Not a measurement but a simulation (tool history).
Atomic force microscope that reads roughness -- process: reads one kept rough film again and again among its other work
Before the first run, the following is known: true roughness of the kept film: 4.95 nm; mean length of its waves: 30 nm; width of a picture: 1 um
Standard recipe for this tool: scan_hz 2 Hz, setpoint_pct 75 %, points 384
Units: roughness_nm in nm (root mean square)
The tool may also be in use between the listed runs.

Run 1, day 0: usual settings. Result: roughness_nm 3.63 nm (root mean square).
Run 2, day 1.196: usual settings. Result: roughness_nm 3.594 nm (root mean square).
Run 3, day 2.121: usual settings. Result: roughness_nm 3.612 nm (root mean square).
Run 4, day 3.112: usual settings but points 406. Result: roughness_nm 3.604 nm (root mean square).
Run 5, day 3.925: usual settings but points 406. Result: roughness_nm 3.63 nm (root mean square).
Run 6, day 4.525: usual settings. Result: roughness_nm 3.603 nm (root mean square).
Run 7, day 5.142: usual settings. Result: roughness_nm 3.624 nm (root mean square).
Run 8, day 5.792: usual settings. Result: roughness_nm 3.596 nm (root mean square).
At day 6.575: new tip fitted.
Run 9, day 6.629: usual settings. Result: roughness_nm 3.65 nm (root mean square).
Run 10, day 7.854: usual settings but points 445. Result: roughness_nm 3.639 nm (root mean square).
Run 11, day 8.988: usual settings but points 445. Result: roughness_nm 3.642 nm (root mean square).
Run 12, day 9.929: usual settings but points 445. Result: roughness_nm 3.626 nm (root mean square).
Run 13, day 11.138: usual settings but points 445. Result: roughness_nm 3.637 nm (root mean square).
Run 14, day 12.171: usual settings but points 490. Result: roughness_nm 3.639 nm (root mean square).
Run 15, day 12.7: usual settings but scan_hz 0.9 Hz, points 490. Result: roughness_nm 3.826 nm (root mean square).
At day 13.142: new tip fitted.
Run 16, day 13.762: usual settings but scan_hz 0.9 Hz, points 490. Result: roughness_nm 3.89 nm (root mean square).
Run 17, day 14.525: usual settings but scan_hz 0.9 Hz, points 490. Result: roughness_nm 3.843 nm (root mean square).
Run 18, day 15.65: usual settings but scan_hz 0.9 Hz, points 490. Result: roughness_nm 3.834 nm (root mean square).
Run 19, day 16.175: usual settings. Result: roughness_nm 3.618 nm (root mean square).
Run 20, day 17.333: usual settings. Result: roughness_nm 3.634 nm (root mean square).
Run 21, day 18.071: usual settings. Result: roughness_nm 3.612 nm (root mean square).
Run 22, day 18.792: usual settings. Result: roughness_nm 3.623 nm (root mean square).
At day 19.738: new tip fitted.
Run 23, day 20.012: usual settings but setpoint_pct 59 %. Result: roughness_nm 3.866 nm (root mean square).
Run 24, day 20.633: usual settings but scan_hz 3.37 Hz, setpoint_pct 66 %, points 574. Result: roughness_nm 3.649 nm (root mean square).
Run 25, day 21.346: usual settings but scan_hz 3.37 Hz, setpoint_pct 66 %, points 574. Result: roughness_nm 3.636 nm (root mean square).
Run 26, day 21.933: usual settings but scan_hz 1.53 Hz, setpoint_pct 82 %, points 775. Result: roughness_nm 3.608 nm (root mean square).
Run 27, day 22.938: usual settings but scan_hz 1.76 Hz, setpoint_pct 64 %, points 534. Result: roughness_nm 3.846 nm (root mean square).
Run 28, day 24.162: usual settings but scan_hz 2.25 Hz, points 721. Result: roughness_nm 3.572 nm (root mean square).
Run 29, day 25.133: usual settings but scan_hz 0.84 Hz, setpoint_pct 58 %, points 393. Result: roughness_nm 3.978 nm (root mean square).
Run 30, day 26.071: usual settings but scan_hz 0.84 Hz, setpoint_pct 58 %, points 393. Result: roughness_nm 3.956 nm (root mean square).
At day 26.321: new tip fitted.
Run 31, day 26.996: usual settings but scan_hz 1.29 Hz, setpoint_pct 67 %. Result: roughness_nm 3.866 nm (root mean square).
Run 32, day 27.704: usual settings but scan_hz 0.7 Hz, points 754. Result: roughness_nm 3.916 nm (root mean square).
Run 33, day 28.238: usual settings but scan_hz 0.7 Hz, points 754. Result: roughness_nm 3.901 nm (root mean square).
Run 34, day 29.504: usual settings but scan_hz 2.66 Hz, points 481. Result: roughness_nm 3.522 nm (root mean square).
Run 35, day 30.675: usual settings but scan_hz 0.55 Hz, points 569. Result: roughness_nm 3.896 nm (root mean square).
Run 36, day 31.383: usual settings but scan_hz 1.8 Hz, setpoint_pct 77 %, points 486. Result: roughness_nm 3.621 nm (root mean square).
Run 37, day 32.425: usual settings but scan_hz 1.8 Hz, setpoint_pct 77 %, points 486. Result: roughness_nm 3.649 nm (root mean square).

Forecast each of these 5 alternatives for the next run:
At day 32.896: new tip fitted.
Run A, day 33.012: usual settings but scan_hz 1.25 Hz, setpoint_pct 89 %, points 486. Result: roughness_nm ?.
At day 32.896: new tip fitted.
Run B, day 33.012: usual settings but scan_hz 3.5 Hz, setpoint_pct 66 %, points 274. Result: roughness_nm ?.
At day 32.896: new tip fitted.
Run C, day 33.012: usual settings but scan_hz 1.51 Hz, points 486. Result: roughness_nm ?.
At day 32.896: new tip fitted.
Run D, day 33.012: usual settings but scan_hz 3.78 Hz, setpoint_pct 77 %, points 803. Result: roughness_nm ?.
At day 32.896: new tip fitted.
Run E, day 33.012: usual settings but scan_hz 1.18 Hz. Result: roughness_nm ?.

run  roughness_nm
  A         3.541
  B         3.576
  C          3.72
  D           3.3
  E         3.776
The same runs, with their run-to-run variation unchanged, on a tool lacking any hidden condition would have given:
run  roughness_nm
  A         3.541
  B         3.576
  C          3.72
  D         3.301
  E         3.776

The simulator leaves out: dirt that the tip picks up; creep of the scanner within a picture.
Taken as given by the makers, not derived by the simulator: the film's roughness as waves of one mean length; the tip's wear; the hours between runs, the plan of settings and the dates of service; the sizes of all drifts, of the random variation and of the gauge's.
